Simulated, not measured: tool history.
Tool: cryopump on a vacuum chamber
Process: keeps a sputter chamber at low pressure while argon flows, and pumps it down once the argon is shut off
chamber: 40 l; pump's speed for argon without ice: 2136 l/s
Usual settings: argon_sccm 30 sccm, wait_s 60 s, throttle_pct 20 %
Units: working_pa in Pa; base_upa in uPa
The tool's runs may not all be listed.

run,day,argon_sccm,wait_s,throttle_pct,working_pa,base_upa
1,0.000,30,60,20,0.1267,1.04
2,2.704,30,60,20,0.1267,1.05
3,4.842,30,60,20,0.1201,0.93
4,7.117,15,60,20,0.0603,0.92
5,8.683,15,60,20,0.0599,0.94
6,11.229,31,60,20,0.1242,0.98
7,13.733,30,46,20,0.1215,1.13
8,15.425,30,60,20,0.1212,1.02
9,16.833,30,60,20,0.1214,1.07
10,18.729,13,60,20,0.0527,1.12
11,20.275,13,60,20,0.0522,1.09
12,22.738,30,60,20,0.1229,1.11
13,24.675,30,60,20,0.1235,1.08
14,26.158,30,60,20,0.1237,1.18
15,28.625,30,60,20,0.1241,1.16
16,30.312,30,60,20,0.1226,1.16
17,33.308,30,60,20,0.1250,1.25
18,35.892,30,35,24,0.1068,1.59
19,37.925,20,93,23,0.0728,1.15
20,40.062,30,274,44,0.0612,0.96
21,42.421,14,137,17,0.0690,1.16
22,44.033,18,186,33,0.0495,1.16
23,45.462,21,284,20,0.0898,1.04
24,48.533,21,284,20,0.0839,0.87
25,50.675,13,213,49,0.0218,0.96
26,53.067,30,60,22,0.1095,1.27
27,55.067,47,52,27,0.1410,1.39
28,57.833,47,52,27,0.1427,1.41
29,59.133,47,52,27,0.1426,1.48
30,61.538,42,111,21,0.1632,1.19
31,62.788,42,111,21,0.1633,1.29
32,65.696,42,111,20,0.1710,1.31
33,67.292,24,31,16,0.1224,1.92
34,69.621,44,72,29,0.1274,1.49

Not shown: 2 entries that the log had between the listed runs. Between which runs, and how does the tool's hidden state differ before and after?
Between runs 2 and 3: pump warmed up, emptied and cooled again (day 3.554)
  pump's speed, % of a pump's without ice: 72.5 -> 99.2; cold plate's temperature, K: 12.8 -> 12.81; leak into the chamber, uPa l/s: 908 -> 938
  measured less the result without the state, working_pa: +0.0095 -> +0.0006 Pa; base_upa: +0.46 -> +0.32 uPa
Between runs 23 and 24: pump warmed up, emptied and cooled again (day 46.200)
  pump's speed, % of a pump's without ice: 74.1 -> 98.5; cold plate's temperature, K: 13.08 -> 13.1; leak into the chamber, uPa l/s: 1564 -> 1606
  measured less the result without the state, working_pa: +0.0063 -> +0.0006 Pa; base_upa: +0.85 -> +0.65 uPa

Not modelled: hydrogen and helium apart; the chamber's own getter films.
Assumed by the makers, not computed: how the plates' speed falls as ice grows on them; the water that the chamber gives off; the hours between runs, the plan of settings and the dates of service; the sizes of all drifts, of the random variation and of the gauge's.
